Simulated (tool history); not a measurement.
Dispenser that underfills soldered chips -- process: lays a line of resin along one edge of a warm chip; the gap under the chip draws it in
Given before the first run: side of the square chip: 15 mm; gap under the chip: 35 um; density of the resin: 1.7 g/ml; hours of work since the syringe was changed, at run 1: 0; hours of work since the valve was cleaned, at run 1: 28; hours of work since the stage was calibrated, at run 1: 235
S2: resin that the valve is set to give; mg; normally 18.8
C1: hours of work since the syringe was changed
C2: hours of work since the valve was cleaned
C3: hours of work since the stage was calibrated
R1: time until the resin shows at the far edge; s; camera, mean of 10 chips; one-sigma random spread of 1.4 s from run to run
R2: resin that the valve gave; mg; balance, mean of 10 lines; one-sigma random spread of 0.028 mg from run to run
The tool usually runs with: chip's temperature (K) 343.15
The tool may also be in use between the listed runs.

{"run": 1, "hour": 0.0, "chip's temperature (K)": 343.15, "S2": 18.8, "C1": 0, "C2": 28, "C3": 235, "R1": 146.3, "R2": 18.56}
{"run": 2, "hour": 4.4, "chip's temperature (K)": 343.15, "S2": 18.8, "C1": 3, "C2": 31, "C3": 239, "R1": 182.9, "R2": 18.49}
{"hour": 10.9, "done": "new syringe of resin"}
{"run": 3, "hour": 13.0, "chip's temperature (K)": 343.15, "S2": 18, "C1": 2, "C2": 38, "C3": 245, "R1": 164.4, "R2": 17.68}
{"hour": 17.1, "done": "dispensing valve cleaned and set on the balance"}
{"run": 4, "hour": 20.5, "chip's temperature (K)": 343.15, "S2": 18.8, "C1": 7, "C2": 3, "C3": 250, "R1": 220.5, "R2": 18.71}
{"hour": 22.4, "done": "new syringe of resin"}
{"run": 5, "hour": 27.6, "chip's temperature (K)": 343.15, "S2": 18.8, "C1": 4, "C2": 8, "C3": 255, "R1": 192.5, "R2": 18.69}
{"hour": 32.8, "done": "new syringe of resin"}
{"run": 6, "hour": 38.2, "chip's temperature (K)": 343.15, "S2": 18.8, "C1": 4, "C2": 15, "C3": 263, "R1": 192, "R2": 18.58}
{"hour": 43.2, "done": "new syringe of resin"}
{"run": 7, "hour": 46.9, "chip's temperature (K)": 343.15, "S2": 18.8, "C1": 3, "C2": 22, "C3": 269, "R1": 176.9, "R2": 18.54}
{"run": 8, "hour": 51.4, "chip's temperature (K)": 343.15, "S2": 18.8, "C1": 6, "C2": 25, "C3": 272, "R1": 221.3, "R2": 18.53}
{"hour": 53.7, "done": "new syringe of resin"}
{"run": 9, "hour": 57.8, "chip's temperature (K)": 343.15, "S2": 18.1, "C1": 3, "C2": 30, "C3": 277, "R1": 176.8, "R2": 17.81}
{"hour": 64.0, "done": "new syringe of resin"}
{"run": 10, "hour": 67.2, "chip's temperature (K)": 343.15, "S2": 18.1, "C1": 2, "C2": 37, "C3": 284, "R1": 175, "R2": 17.74}
{"hour": 73.1, "done": "dispensing valve cleaned and set on the balance"}
{"run": 11, "hour": 73.1, "chip's temperature (K)": 343.15, "S2": 18.1, "C1": 6, "C2": 0, "C3": 288, "R1": 221.5, "R2": 18.14}
{"hour": 76.1, "done": "new syringe of resin"}
{"run": 12, "hour": 83.1, "chip's temperature (K)": 343.15, "S2": 18.1, "C1": 5, "C2": 7, "C3": 295, "R1": 209.7, "R2": 18.11}
{"hour": 86.8, "done": "new syringe of resin"}
{"run": 13, "hour": 90.5, "chip's temperature (K)": 343.15, "S2": 18.1, "C1": 3, "C2": 13, "C3": 300, "R1": 175.8, "R2": 18.01}
{"run": 14, "hour": 95.0, "chip's temperature (K)": 343.15, "S2": 18.1, "C1": 6, "C2": 16, "C3": 304, "R1": 224.7, "R2": 17.99}
{"hour": 97.1, "done": "new syringe of resin"}
{"run": 15, "hour": 103.3, "chip's temperature (K)": 343.15, "S2": 18.1, "C1": 5, "C2": 22, "C3": 310, "R1": 203.9, "R2": 17.97}
{"hour": 108.4, "done": "new syringe of resin"}
{"run": 16, "hour": 111.8, "chip's temperature (K)": 343.15, "S2": 18.1, "C1": 3, "C2": 28, "C3": 316, "R1": 172.7, "R2": 17.87}
{"hour": 119.0, "done": "new syringe of resin"}
{"run": 17, "hour": 122.2, "chip's temperature (K)": 343.15, "S2": 19.8, "C1": 2, "C2": 36, "C3": 324, "R1": 174.4, "R2": 19.52}
{"hour": 128.9, "done": "dispensing valve cleaned and set on the balance"}
{"hour": 130.7, "done": "new syringe of resin"}
{"run": 18, "hour": 133.2, "chip's temperature (K)": 354.15, "S2": 18.8, "C1": 2, "C2": 3, "C3": 331, "R1": 102.5, "R2": 18.85}
{"run": 19, "hour": 139.2, "chip's temperature (K)": 353.15, "S2": 22.5, "C1": 6, "C2": 8, "C3": 335, "R1": 140.6, "R2": 22.52}
{"hour": 141.1, "done": "new syringe of resin"}
{"run": 20, "hour": 145.0, "chip's temperature (K)": 338.15, "S2": 16.2, "C1": 3, "C2": 12, "C3": 340, "R1": 228.3, "R2": 16.17}
{"hour": 151.4, "done": "new syringe of resin"}
{"run": 21, "hour": 155.2, "chip's temperature (K)": 329.15, "S2": 16.2, "C1": 3, "C2": 19, "C3": 347, "R1": 359.5, "R2": 16.11}
{"hour": 162.2, "done": "new syringe of resin"}
{"run": 22, "hour": 164.1, "chip's temperature (K)": 329.15, "S2": 23.7, "C1": 1, "C2": 26, "C3": 354, "R1": 306.8, "R2": 23.51}
{"run": 23, "hour": 169.6, "chip's temperature (K)": 349.15, "S2": 19.8, "C1": 6, "C2": 30, "C3": 358, "R1": 164.1, "R2": 19.56}
{"hour": 172.6, "done": "new syringe of resin"}
{"run": 24, "hour": 180.7, "chip's temperature (K)": 356.15, "S2": 20, "C1": 6, "C2": 38, "C3": 366, "R1": 124.3, "R2": 19.74}
{"hour": 183.1, "done": "new syringe of resin"}
{"hour": 184.9, "done": "dispensing valve cleaned and set on the balance"}
{"run": 25, "hour": 187.1, "chip's temperature (K)": 353.15, "S2": 23.9, "C1": 2, "C2": 2, "C3": 370, "R1": 107.9, "R2": 23.92}
{"hour": 194.4, "done": "new syringe of resin"}
{"run": 26, "hour": 196.3, "chip's temperature (K)": 353.15, "S2": 23.9, "C1": 1, "C2": 8, "C3": 376, "R1": 101.6, "R2": 23.92}
{"run": 27, "hour": 201.3, "chip's temperature (K)": 328.15, "S2": 19.3, "C1": 5, "C2": 12, "C3": 380, "R1": 426, "R2": 19.31}
{"hour": 205.1, "done": "new syringe of resin"}
{"run": 28, "hour": 212.4, "chip's temperature (K)": 328.15, "S2": 19.3, "C1": 5, "C2": 20, "C3": 388, "R1": 435.8, "R2": 19.17}
{"hour": 215.7, "done": "new syringe of resin"}
{"run": 29, "hour": 219.0, "chip's temperature (K)": 328.15, "S2": 19.3, "C1": 3, "C2": 25, "C3": 393, "R1": 365.9, "R2": 19.15}
{"hour": 226.5, "done": "new syringe of resin"}
{"run": 30, "hour": 228.6, "chip's temperature (K)": 331.15, "S2": 19.3, "C1": 2, "C2": 32, "C3": 400, "R1": 292.1, "R2": 19.07}
{"run": 31, "hour": 235.0, "chip's temperature (K)": 351.15, "S2": 24.3, "C1": 6, "C2": 37, "C3": 405, "R1": 156, "R2": 23.96}
{"hour": 236.8, "done": "new syringe of resin"}
{"hour": 240.5, "done": "dispensing valve cleaned and set on the balance"}
{"run": 32, "hour": 242.8, "chip's temperature (K)": 357.15, "S2": 18.8, "C1": 4, "C2": 2, "C3": 410, "R1": 105.6, "R2": 18.77}
{"hour": 248.2, "done": "new syringe of resin"}
{"run": 33, "hour": 252.1, "chip's temperature (K)": 355.15, "S2": 16.2, "C1": 3, "C2": 9, "C3": 417, "R1": 112, "R2": 16.13}
{"run": 34, "hour": 258.0, "chip's temperature (K)": 355.15, "S2": 21.3, "C1": 7, "C2": 13, "C3": 421, "R1": 143.6, "R2": 21.2}
{"hour": 259.0, "done": "new syringe of resin"}
{"run": 35, "hour": 268.2, "chip's temperature (K)": 337.15, "S2": 17.5, "C1": 7, "C2": 20, "C3": 429, "R1": 320.4, "R2": 17.37}

What if the next run were any one of these 3? Each begins from the tool's condition after run 35:
{"hour": 269.4, "done": "new syringe of resin"}
{"run": "A", "hour": 273.4, "chip's temperature (K)": 355.15, "S2": 19.3, "C1": 3, "C2": 24, "C3": 432, "R1": "?", "R2": "?"}
{"hour": 269.4, "done": "new syringe of resin"}
{"run": "B", "hour": 273.4, "chip's temperature (K)": 336.15, "S2": 24.4, "C1": 3, "C2": 24, "C3": 432, "R1": "?", "R2": "?"}
{"hour": 269.4, "done": "new syringe of resin"}
{"run": "C", "hour": 273.4, "chip's temperature (K)": 334.15, "S2": 24.2, "C1": 3, "C2": 24, "C3": 432, "R1": "?", "R2": "?"}

run=A R1=107.9 R2=19.06
run=B R1=247.3 R2=24.12
run=C R1=267.1 R2=23.98
With no hidden state in the tool, these same runs would have given:
run=A R1=81.2 R2=19.28
run=B R1=184.7 R2=24.39
run=C R1=199.1 R2=24.25
